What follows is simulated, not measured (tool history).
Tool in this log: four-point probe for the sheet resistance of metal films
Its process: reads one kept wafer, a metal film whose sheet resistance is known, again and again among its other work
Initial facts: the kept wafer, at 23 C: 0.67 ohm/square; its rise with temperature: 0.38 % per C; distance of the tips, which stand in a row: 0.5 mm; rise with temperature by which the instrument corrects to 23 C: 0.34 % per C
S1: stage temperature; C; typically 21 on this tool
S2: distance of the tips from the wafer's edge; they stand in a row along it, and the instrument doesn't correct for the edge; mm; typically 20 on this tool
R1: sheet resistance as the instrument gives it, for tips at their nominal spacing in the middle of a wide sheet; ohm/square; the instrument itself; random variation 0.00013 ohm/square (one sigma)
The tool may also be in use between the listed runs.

Run 1, hour 0.0: usual settings. Result: R1 0.660187 ohm/square.
Run 2, hour 122.0: usual settings. Result: R1 0.659886 ohm/square.
Run 3, hour 195.7: usual settings. Result: R1 0.659640 ohm/square.
At hour 264.9: new probe head fitted.
Run 4, hour 264.9: usual settings. Result: R1 0.665290 ohm/square.
Run 5, hour 366.4: usual settings. Result: R1 0.665588 ohm/square.
Run 6, hour 435.9: usual settings. Result: R1 0.665035 ohm/square.
Run 7, hour 563.9: usual settings. Result: R1 0.664684 ohm/square.
Run 8, hour 692.8: usual settings. Result: R1 0.664473 ohm/square.
Run 9, hour 792.8: usual settings. Result: R1 0.664344 ohm/square.
Run 10, hour 880.4: usual settings. Result: R1 0.664291 ohm/square.
At hour 945.6: stage's thermometer calibrated.
Run 11, hour 956.6: usual settings. Result: R1 0.664965 ohm/square.
Run 12, hour 1086.9: usual settings. Result: R1 0.665003 ohm/square.
Run 13, hour 1223.2: usual settings but S1 28 C. Result: R1 0.666743 ohm/square.
Run 14, hour 1324.6: usual settings but S1 28 C. Result: R1 0.666179 ohm/square.
Run 15, hour 1384.5: usual settings but S1 28 C. Result: R1 0.666229 ohm/square.
Run 16, hour 1472.4: usual settings but S1 28 C. Result: R1 0.666007 ohm/square.
Run 17, hour 1536.8: usual settings but S2 7 mm. Result: R1 0.665567 ohm/square.
Run 18, hour 1641.5: usual settings but S2 7 mm. Result: R1 0.665597 ohm/square.
Run 19, hour 1705.3: usual settings but S1 27 C. Result: R1 0.665256 ohm/square.
Run 20, hour 1771.7: usual settings but S2 27 mm. Result: R1 0.663590 ohm/square.
Run 21, hour 1883.4: usual settings but S2 27 mm. Result: R1 0.663303 ohm/square.
Run 22, hour 2008.5: usual settings but S2 27 mm. Result: R1 0.663272 ohm/square.
Run 23, hour 2099.1: usual settings but S1 22 C, S2 10 mm. Result: R1 0.664104 ohm/square.
Run 24, hour 2214.5: usual settings but S1 19 C, S2 10 mm. Result: R1 0.662924 ohm/square.
Run 25, hour 2329.7: usual settings but S1 22 C, S2 35 mm. Result: R1 0.662767 ohm/square.
Run 26, hour 2450.4: usual settings but S1 22 C, S2 27 mm. Result: R1 0.662480 ohm/square.
Run 27, hour 2524.6: usual settings but S1 34 C, S2 6 mm. Result: R1 0.667512 ohm/square.
Run 28, hour 2633.9: usual settings but S1 18 C, S2 9 mm. Result: R1 0.662359 ohm/square.
Run 29, hour 2718.4: usual settings but S1 20 C, S2 9 mm. Result: R1 0.662258 ohm/square.
Run 30, hour 2808.1: usual settings but S1 33 C, S2 28 mm. Result: R1 0.664138 ohm/square.
Run 31, hour 2869.6: usual settings but S1 33 C, S2 48 mm. Result: R1 0.664244 ohm/square.
Run 32, hour 2948.6: usual settings but S1 33 C, S2 9 mm. Result: R1 0.664868 ohm/square.
Run 33, hour 3025.6: usual settings but S1 33 C, S2 9 mm. Result: R1 0.665125 ohm/square.
Run 34, hour 3089.4: usual settings but S1 29 C. Result: R1 0.663070 ohm/square.
Run 35, hour 3147.8: usual settings but S2 10 mm. Result: R1 0.661771 ohm/square.
Run 36, hour 3226.0: usual settings but S2 10 mm. Result: R1 0.661374 ohm/square.
Run 37, hour 3332.1: usual settings but S2 10 mm. Result: R1 0.661422 ohm/square.
Run 38, hour 3397.5: usual settings but S1 28 C, S2 5 mm. Result: R1 0.665592 ohm/square.
Run 39, hour 3493.7: usual settings but S1 31 C, S2 59 mm. Result: R1 0.662451 ohm/square.
At hour 3530.7: stage's thermometer calibrated.
Run 40, hour 3570.4: usual settings but S1 31 C, S2 7 mm. Result: R1 0.665200 ohm/square.
Run 41, hour 3678.8: usual settings but S1 19 C, S2 15 mm. Result: R1 0.660608 ohm/square.
Run 42, hour 3804.3: usual settings but S1 19 C, S2 34 mm. Result: R1 0.660005 ohm/square.
Run 43, hour 3901.1: usual settings but S1 19 C, S2 34 mm. Result: R1 0.659742 ohm/square.
Run 44, hour 3971.4: usual settings but S1 23 C, S2 28 mm. Result: R1 0.660685 ohm/square.

5 ways to go on from here, each from the tool as it stands after run 44. What would each give?
Run A, hour 4039.1: usual settings but S1 23 C. Result: R1 ?.
Run B, hour 4039.1: usual settings but S1 32 C, S2 4 mm. Result: R1 ?.
Run C, hour 4039.1: usual settings but S1 23 C, S2 40 mm. Result: R1 ?.
Run D, hour 4039.1: usual settings but S1 26 C, S2 59 mm. Result: R1 ?.
Run E, hour 4039.1: usual settings but S2 16 mm. Result: R1 ?.

run        R1
  A  0.660904
  B  0.668570
  C  0.660751
  D  0.661508
  E  0.660477
Had the tool no hidden state, the same runs would have come out as:
run        R1
  A  0.670351
  B  0.678112
  C  0.670196
  D  0.670961
  E  0.669918

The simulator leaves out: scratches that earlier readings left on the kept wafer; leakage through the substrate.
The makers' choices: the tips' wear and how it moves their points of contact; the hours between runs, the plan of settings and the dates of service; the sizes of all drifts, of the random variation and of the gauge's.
